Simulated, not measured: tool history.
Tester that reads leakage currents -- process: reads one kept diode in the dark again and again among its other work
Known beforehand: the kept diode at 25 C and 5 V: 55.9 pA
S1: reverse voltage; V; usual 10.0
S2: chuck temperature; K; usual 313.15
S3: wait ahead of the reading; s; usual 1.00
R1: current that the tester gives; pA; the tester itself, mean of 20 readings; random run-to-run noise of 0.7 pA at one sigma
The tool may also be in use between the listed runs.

{"run": 1, "hour": 0.0, "S1": 10.0, "S2": 313.15, "S3": 1.0, "R1": 256.56}
{"run": 2, "hour": 19.2, "S1": 10.0, "S2": 313.15, "S3": 1.0, "R1": 257.93}
{"run": 3, "hour": 52.0, "S1": 10.0, "S2": 313.15, "S3": 1.0, "R1": 258.69}
{"run": 4, "hour": 76.2, "S1": 10.0, "S2": 313.15, "S3": 0.64, "R1": 259.57}
{"run": 5, "hour": 110.8, "S1": 10.0, "S2": 313.15, "S3": 0.64, "R1": 260.24}
{"run": 6, "hour": 141.7, "S1": 10.0, "S2": 313.15, "S3": 0.64, "R1": 261.27}
{"run": 7, "hour": 168.2, "S1": 10.0, "S2": 313.15, "S3": 0.64, "R1": 262.78}
{"run": 8, "hour": 198.2, "S1": 10.0, "S2": 313.15, "S3": 1.0, "R1": 260.69}
{"run": 9, "hour": 218.5, "S1": 10.0, "S2": 313.15, "S3": 1.0, "R1": 260.98}
{"run": 10, "hour": 236.2, "S1": 10.0, "S2": 313.15, "S3": 1.0, "R1": 263.15}
{"run": 11, "hour": 264.0, "S1": 10.0, "S2": 313.15, "S3": 1.0, "R1": 263.06}
{"run": 12, "hour": 298.1, "S1": 2.4, "S2": 313.15, "S3": 1.0, "R1": 138.65}
{"run": 13, "hour": 318.3, "S1": 10.0, "S2": 331.15, "S3": 1.0, "R1": 825.68}
{"run": 14, "hour": 339.8, "S1": 10.0, "S2": 331.15, "S3": 1.0, "R1": 830.41}
{"run": 15, "hour": 372.0, "S1": 10.0, "S2": 311.15, "S3": 1.0, "R1": 231.49}
{"run": 16, "hour": 393.7, "S1": 10.0, "S2": 311.15, "S3": 1.0, "R1": 232.15}
{"run": 17, "hour": 413.5, "S1": 10.0, "S2": 295.15, "S3": 1.0, "R1": 86.55}
{"run": 18, "hour": 445.3, "S1": 5.4, "S2": 313.15, "S3": 1.0, "R1": 200.01}
{"run": 19, "hour": 477.3, "S1": 18.9, "S2": 313.15, "S3": 1.0, "R1": 358.74}
{"run": 20, "hour": 505.0, "S1": 10.0, "S2": 313.15, "S3": 1.0, "R1": 268.28}
{"run": 21, "hour": 519.5, "S1": 10.0, "S2": 313.15, "S3": 1.0, "R1": 268.08}
{"run": 22, "hour": 537.2, "S1": 10.0, "S2": 313.15, "S3": 1.0, "R1": 267.64}
{"hour": 566.5, "done": "probe card cleaned and baked"}
{"run": 23, "hour": 572.5, "S1": 10.0, "S2": 315.15, "S3": 1.0, "R1": 281.72}
{"run": 24, "hour": 594.0, "S1": 10.0, "S2": 315.15, "S3": 1.0, "R1": 282.86}
{"run": 25, "hour": 612.2, "S1": 13.1, "S2": 301.15, "S3": 0.32, "R1": 126.48}
{"hour": 616.5, "done": "tester calibrated"}
{"run": 26, "hour": 630.8, "S1": 13.1, "S2": 301.15, "S3": 0.32, "R1": 126.65}
{"run": 27, "hour": 657.4, "S1": 13.1, "S2": 301.15, "S3": 0.32, "R1": 127.14}
{"run": 28, "hour": 675.7, "S1": 8.1, "S2": 331.15, "S3": 3.01, "R1": 747.18}
{"run": 29, "hour": 700.9, "S1": 7.0, "S2": 309.15, "S3": 0.93, "R1": 162.85}
{"run": 30, "hour": 726.3, "S1": 1.2, "S2": 328.15, "S3": 0.93, "R1": 277.13}
{"hour": 749.6, "done": "tester calibrated, once more"}
{"run": 31, "hour": 761.2, "S1": 11.0, "S2": 313.15, "S3": 0.86, "R1": 260.9}
{"run": 32, "hour": 779.5, "S1": 16.6, "S2": 304.15, "S3": 1.13, "R1": 166.15}
{"run": 33, "hour": 801.8, "S1": 2.8, "S2": 306.15, "S3": 6.03, "R1": 87.58}
{"run": 34, "hour": 833.7, "S1": 2.8, "S2": 306.15, "S3": 6.03, "R1": 87.96}
{"run": 35, "hour": 849.4, "S1": 2.8, "S2": 306.15, "S3": 6.03, "R1": 88.29}
{"run": 36, "hour": 880.1, "S1": 1.2, "S2": 294.15, "S3": 0.71, "R1": 25.41}
{"run": 37, "hour": 903.0, "S1": 10.0, "S2": 305.15, "S3": 9.34, "R1": 141.9}
{"run": 38, "hour": 935.1, "S1": 10.0, "S2": 305.15, "S3": 9.34, "R1": 143.2}
{"run": 39, "hour": 962.0, "S1": 10.7, "S2": 333.15, "S3": 1.0, "R1": 958.29}

Branching from run 39: 4 alternative next runs. What would each branch give?
{"run": "A", "hour": 979.7, "S1": 10.7, "S2": 329.15, "S3": 0.66, "R1": "?"}
{"run": "B", "hour": 979.7, "S1": 10.0, "S2": 308.15, "S3": 1.0, "R1": "?"}
{"run": "C", "hour": 979.7, "S1": 1.1, "S2": 319.15, "S3": 0.37, "R1": "?"}
{"run": "D", "hour": 979.7, "S1": 19.7, "S2": 333.15, "S3": 1.0, "R1": "?"}

run=A R1=746.78
run=B R1=180.82
run=C R1=149.87
run=D R1=1242.43
With no hidden state in the tool, these same runs would have given:
run=A R1=694.12
run=B R1=162.58
run=C R1=139.34
run=D R1=1155.27
